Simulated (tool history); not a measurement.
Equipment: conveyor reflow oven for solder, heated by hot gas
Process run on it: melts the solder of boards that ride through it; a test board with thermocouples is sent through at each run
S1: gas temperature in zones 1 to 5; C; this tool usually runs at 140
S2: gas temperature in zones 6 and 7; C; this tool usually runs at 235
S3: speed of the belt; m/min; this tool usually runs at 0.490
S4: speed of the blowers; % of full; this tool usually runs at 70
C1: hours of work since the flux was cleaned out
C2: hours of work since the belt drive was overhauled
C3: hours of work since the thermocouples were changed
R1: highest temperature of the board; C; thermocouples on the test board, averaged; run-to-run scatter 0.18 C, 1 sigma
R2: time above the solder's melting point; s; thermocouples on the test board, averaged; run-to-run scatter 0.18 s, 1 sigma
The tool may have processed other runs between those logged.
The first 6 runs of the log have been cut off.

run   hour   S1   S2     S3  S4   C1   C2   C3     R1     R2
  7   65.1  140  235  0.510  70   19  409  149  219.6   74.6
  8   71.8  140  235  0.490  70   24  414  154  221.4   78.4
  9   79.8  140  235  0.490  70   31  421  161  221.1   78.6
 10   89.5  140  235  0.490  70   39  428  169  220.8   78.7
 11  104.6  140  235  0.490  70   51  440  181  221.2   78.8
 12  114.8  140  235  0.490  70   59  449  189  221.0   78.7
 13  124.1  140  235  0.490  70   66  456  196  221.1   78.7
 14  136.8  140  235  0.490  70   76  466  206  221.0   78.4
 15  143.3  140  235  0.490  70   82  471  211  220.5   78.3
 16  155.5  140  231  0.501  70   91  481  221  216.9   72.7
 17  163.4  141  242  0.492  70   98  487  228  226.8   83.3
 18  172.1  138  248  0.490  70  104  494  234  231.7   85.9
 19  179.8  138  248  0.456  64  111  500  241  232.6   92.8
 20  189.7  140  250  0.414  70  119  508  249  239.2  108.1
 21  202.9  139  240  0.490  70  129  519  259  224.7   81.0
 22  214.3  132  235  0.490  55  138  528  268  214.4   67.2
 23  225.1  140  232  0.490  70  147  536  277  217.9   75.7
 24  236.1  149  235  0.490  70  156  545  285  222.0   83.6
 25  242.4  125  245  0.430  66  161  550  291  230.2   91.5
 26  249.6  140  235  0.490  51  166  556  296  214.6   70.9
 27  263.8  140  242  0.490  51  178  567  308  220.4   76.8
 28  278.0  131  236  0.547  53  189  579  319  209.5   53.4
 29  292.6  131  248  0.547  53  201  590  331  219.2   63.3
 30  306.7  131  248  0.547  53  212  602  342  218.8   63.4

Forecast each of these 3 alternatives for the next run:
  A  319.0  126  237  0.547  53  222  611  352   ?   ?
  B  319.0  151  235  0.505  70  222  611  352   ?   ?
  C  319.0  138  248  0.438  72  222  611  352   ?   ?

run     R1    R2
  A  208.7  50.8
  B  221.1  81.8
  C  235.2  99.1
Without the tool's unlogged condition, the same runs would have read:
run     R1    R2
  A  209.5  51.6
  B  221.7  81.7
  C  235.8  98.6

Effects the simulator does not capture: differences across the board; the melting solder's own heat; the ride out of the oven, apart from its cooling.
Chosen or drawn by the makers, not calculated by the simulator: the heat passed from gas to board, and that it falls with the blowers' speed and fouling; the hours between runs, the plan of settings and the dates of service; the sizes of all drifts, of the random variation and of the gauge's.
